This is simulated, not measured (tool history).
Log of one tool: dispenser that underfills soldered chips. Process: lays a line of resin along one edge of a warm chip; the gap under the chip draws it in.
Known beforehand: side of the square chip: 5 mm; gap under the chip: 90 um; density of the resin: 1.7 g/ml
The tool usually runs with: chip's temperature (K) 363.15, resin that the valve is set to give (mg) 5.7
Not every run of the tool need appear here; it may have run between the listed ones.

run	hour	chip's temperature (K)	resin that the valve is set to give (mg)	time until the resin shows at the far edge (s)	resin that the valve gave (mg)
1	0	363.15	5.7	34.4	5.47
# hour 3: new syringe of resin
# hour 14.4: new syringe of resin
2	15.5	363.15	5.7	24.7	5.36
# hour 24.8: new syringe of resin
3	27.9	363.15	5.7	27.4	5.34
# hour 36: new syringe of resin
# hour 42.5: dispensing valve cleaned and set on the balance
4	43.9	363.15	5.7	33.9	5.68
# hour 48: new syringe of resin
5	54.6	363.15	5.7	32.8	5.6
# hour 59.6: new syringe of resin
6	68	363.15	5.7	36.1	5.71
# hour 71.2: new syringe of resin
7	75.4	375.15	5.7	19.5	5.71
# hour 82.4: new syringe of resin
8	82.5	363.15	5.7	23.7	5.69
# hour 93.5: new syringe of resin
9	94.9	363.15	4.9	25.8	4.89
10	103.5	376.15	6.1	26.2	5.94
# hour 105.2: new syringe of resin
# hour 115.9: new syringe of resin
11	119.5	368.15	5.48	24.2	5.26
# hour 126.8: new syringe of resin
12	126.9	352.15	6.15	32.5	5.91
# hour 137.3: new syringe of resin
13	137.3	355.15	5.03	30.5	4.8
# hour 148.2: new syringe of resin
14	152.4	372.15	5.87	21.4	5.66
# hour 158.8: new syringe of resin
15	165.7	363.15	5.98	32.7	5.73

Alternative continuations, all from the tool just after run 15; predict every row:
# hour 170: new syringe of resin
A	174	353.15	6.3	?	?
# hour 170: new syringe of resin
B	174	354.15	5.57	?	?
# hour 170: new syringe of resin
C	174	376.15	6.27	?	?
# hour 170: new syringe of resin
D	174	351.15	6.32	?	?

run	time until the resin shows at the far edge (s)	resin that the valve gave (mg)
A	39.3	5.93
B	38.8	5.28
C	18.1	5.87
D	42	6.02
Without the tool's hidden state the same runs would have given:
run	time until the resin shows at the far edge (s)	resin that the valve gave (mg)
A	33.2	6.29
B	32.6	5.6
C	15.1	6.23
D	35.5	6.39
